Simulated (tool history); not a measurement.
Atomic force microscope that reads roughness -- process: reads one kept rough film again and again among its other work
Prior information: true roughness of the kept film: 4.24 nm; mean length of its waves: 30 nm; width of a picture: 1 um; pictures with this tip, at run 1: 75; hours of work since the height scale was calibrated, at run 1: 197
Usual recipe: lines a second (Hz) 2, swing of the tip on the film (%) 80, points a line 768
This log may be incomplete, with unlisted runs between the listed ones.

run	hour	lines a second (Hz)	swing of the tip on the film (%)	points a line	pictures with this tip	hours of work since the height scale was calibrated	roughness of the kept film (nm (root mean square))
1	0	2	80	768	75	197	3.13
2	16.3	2	80	582	92	205	3.054
3	31.7	2.32	80	768	108	213	2.942
4	45.3	1.85	80	768	122	220	2.974
5	55.6	2	80	803	133	225	2.898
6	78.6	2	80	768	157	237	2.81
7	93.7	2	80	768	172	245	2.796
# hour 97.4: new tip fitted
8	111	2	80	873	14	253	3.331
9	127.8	3	80	508	31	262	3.075
10	146.9	0.57	80	380	51	272	3.471
11	160.5	2.17	87	783	65	278	2.95
12	182.5	2.23	77	308	88	290	3.047
13	193.4	2.23	77	308	100	295	3.008
14	206.4	0.56	80	390	113	302	3.237
15	229.2	0.56	80	390	137	313	3.153
16	238.8	1.32	56	888	147	318	3.159

3 options for the next run, each taken on its own from the tool as it stands now. Forecast them:
A	258	0.54	66	658	167	328	?
B	258	3.38	56	455	167	328	?
C	258	2.71	56	888	167	328	?

run	roughness of the kept film (nm (root mean square))
A	3.117
B	2.997
C	3.045
Stripped of hidden state, with their random variation kept, the same runs would have yielded:
run	roughness of the kept film (nm (root mean square))
A	3.789
B	3.642
C	3.701
